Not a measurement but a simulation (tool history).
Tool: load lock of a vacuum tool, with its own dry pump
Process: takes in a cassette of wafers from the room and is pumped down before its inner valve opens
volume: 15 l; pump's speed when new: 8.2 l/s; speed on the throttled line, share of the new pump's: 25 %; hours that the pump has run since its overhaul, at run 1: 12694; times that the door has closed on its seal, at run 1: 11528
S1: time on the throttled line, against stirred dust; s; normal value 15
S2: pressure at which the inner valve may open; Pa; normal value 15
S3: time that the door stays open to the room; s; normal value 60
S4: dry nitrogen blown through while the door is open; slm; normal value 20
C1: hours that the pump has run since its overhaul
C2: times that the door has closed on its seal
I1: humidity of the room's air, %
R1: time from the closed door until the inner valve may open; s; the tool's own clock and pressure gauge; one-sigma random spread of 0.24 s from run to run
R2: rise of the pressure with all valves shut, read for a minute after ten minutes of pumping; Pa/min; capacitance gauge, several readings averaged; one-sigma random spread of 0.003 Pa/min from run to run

| run | hour | S1 | S2 | S3 | S4 | C1 | C2 | I1 | R1 | R2 |
|---|---|---|---|---|---|---|---|---|---|---|
| 1 | 0.0 | 15 | 15 | 60 | 20 | 12694 | 11528 | 46.9 | 29.5 | 0.071 |
| 2 | 69.3 | 15 | 15 | 60 | 20 | 12764 | 11780 | 45.3 | 29.5 | 0.069 |
| 3 | 156.5 | 15 | 15 | 60 | 20 | 12851 | 12096 | 42.5 | 28.9 | 0.067 |
| 4 | 257.1 | 15 | 15 | 60 | 20 | 12951 | 12461 | 47.4 | 29.4 | 0.079 |
| 5 | 370.2 | 15 | 15 | 60 | 20 | 13065 | 12872 | 46.5 | 29.4 | 0.076 |
| 6 | 437.2 | 15 | 15 | 60 | 20 | 13132 | 13115 | 43.9 | 29.1 | 0.073 |
| 7 | 500.0 | 15 | 15 | 60 | 20 | 13194 | 13343 | 46.4 | 29.6 | 0.079 |
| 8 | 583.3 | 15 | 15 | 192 | 20 | 13278 | 13646 | 43.8 | 29.2 | 0.094 |
| 9 | 689.5 | 15 | 15 | 192 | 20 | 13384 | 14031 | 46.5 | 29.3 | 0.100 |
| 10 | 759.5 | 15 | 15 | 30 | 20 | 13454 | 14286 | 45.7 | 29.2 | 0.073 |
| 11 | 855.3 | 15 | 15 | 30 | 20 | 13550 | 14634 | 46.0 | 29.0 | 0.081 |
| 12 | 935.1 | 15 | 15 | 30 | 20 | 13629 | 14923 | 46.9 | 29.3 | 0.077 |
| 13 | 1020.8 | 11 | 11 | 92 | 14 | 13715 | 15234 | 42.5 | 27.2 | 0.102 |
| 14 | 1095.7 | 11 | 11 | 92 | 14 | 13790 | 15506 | 43.1 | 27.2 | 0.101 |
| 15 | 1154.4 | 11 | 11 | 92 | 14 | 13849 | 15720 | 46.4 | 27.2 | 0.099 |
| 16 | 1249.1 | 15 | 15 | 229 | 9 | 13943 | 16063 | 46.0 | 29.2 | 0.139 |
| 17 | 1333.3 | 8 | 22 | 130 | 29 | 14028 | 16369 | 44.3 | 23.7 | 0.095 |
| 18 | 1447.6 | 9 | 15 | 60 | 20 | 14142 | 16784 | 46.5 | 25.0 | 0.093 |
| 19 | 1545.9 | 9 | 15 | 60 | 20 | 14240 | 17141 | 47.0 | 24.7 | 0.099 |

Forecast each of these 5 alternatives for the next run:
| A | 1670.8 | 15 | 29 | 43 | 6 | 14365 | 17595 | 45.1 | ? | ? |
| B | 1670.8 | 15 | 24 | 153 | 20 | 14365 | 17595 | 41.5 | ? | ? |
| C | 1670.8 | 30 | 14 | 60 | 11 | 14365 | 17595 | 45.5 | ? | ? |
| D | 1670.8 | 9 | 20 | 96 | 20 | 14365 | 17595 | 48.4 | ? | ? |
| E | 1670.8 | 15 | 13 | 60 | 22 | 14365 | 17595 | 45.8 | ? | ? |

| run | R1 | R2 |
|---|---|---|
| A | 28.5 | 0.115 |
| B | 28.4 | 0.101 |
| C | 40.5 | 0.105 |
| D | 24.7 | 0.105 |
| E | 30.2 | 0.098 |
Stripped of hidden state, with their random variation kept, the same runs would have yielded:
| run | R1 | R2 |
|---|---|---|
| A | 26.7 | 0.054 |
| B | 26.6 | 0.039 |
| C | 39.1 | 0.043 |
| D | 22.6 | 0.043 |
| E | 28.1 | 0.036 |

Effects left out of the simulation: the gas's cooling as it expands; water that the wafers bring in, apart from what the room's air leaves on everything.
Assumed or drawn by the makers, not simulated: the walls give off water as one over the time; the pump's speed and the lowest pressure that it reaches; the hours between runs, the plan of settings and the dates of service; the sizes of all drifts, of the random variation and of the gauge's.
